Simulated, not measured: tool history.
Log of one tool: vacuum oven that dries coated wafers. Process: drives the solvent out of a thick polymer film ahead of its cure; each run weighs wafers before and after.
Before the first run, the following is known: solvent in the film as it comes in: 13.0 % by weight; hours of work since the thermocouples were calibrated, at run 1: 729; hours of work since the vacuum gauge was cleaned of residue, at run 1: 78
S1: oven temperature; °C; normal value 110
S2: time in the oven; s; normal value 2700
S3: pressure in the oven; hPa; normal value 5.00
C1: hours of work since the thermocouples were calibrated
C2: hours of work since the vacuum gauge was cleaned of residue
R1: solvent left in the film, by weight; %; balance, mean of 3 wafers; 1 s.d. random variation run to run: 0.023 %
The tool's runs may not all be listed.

run   hour   S1    S2     S3   C1   C2    R1
  1    0.0  110  2700   5.00  729   78  0.68
  2   25.3  110  2700   5.00  739   88  0.70
  3   43.7  110  2700   5.00  747   96  0.74
  4   57.2  110  2700  16.07  752  102  1.46
      73.0  -- oven's thermocouples calibrated
  5   75.6  110  2700  16.07    1  109  1.53
  6   94.7  110  2700  16.07    9  116  1.46
  7  117.7  110  1320  16.07   19  126  2.96
  8  138.2  110  1320  16.07   27  135  2.99
  9  170.4  110  1320  16.07   40  148  3.00
 10  199.3  111  1440   8.68   52  160  2.09
 11  227.5  123  3840   3.07   64  172  0.12
 12  251.6  105  3840  13.47   74  182  1.33
 13  267.3  105  3840  13.47   81  188  1.35

Run 14 has not been measured yet. What should we expect?
 14  281.3  105  2220  18.00  87  194   ?

R1: 2.50 %
Were there no unlogged condition in the tool, this run, its random variation unchanged, would have produced R1 2.50 %.
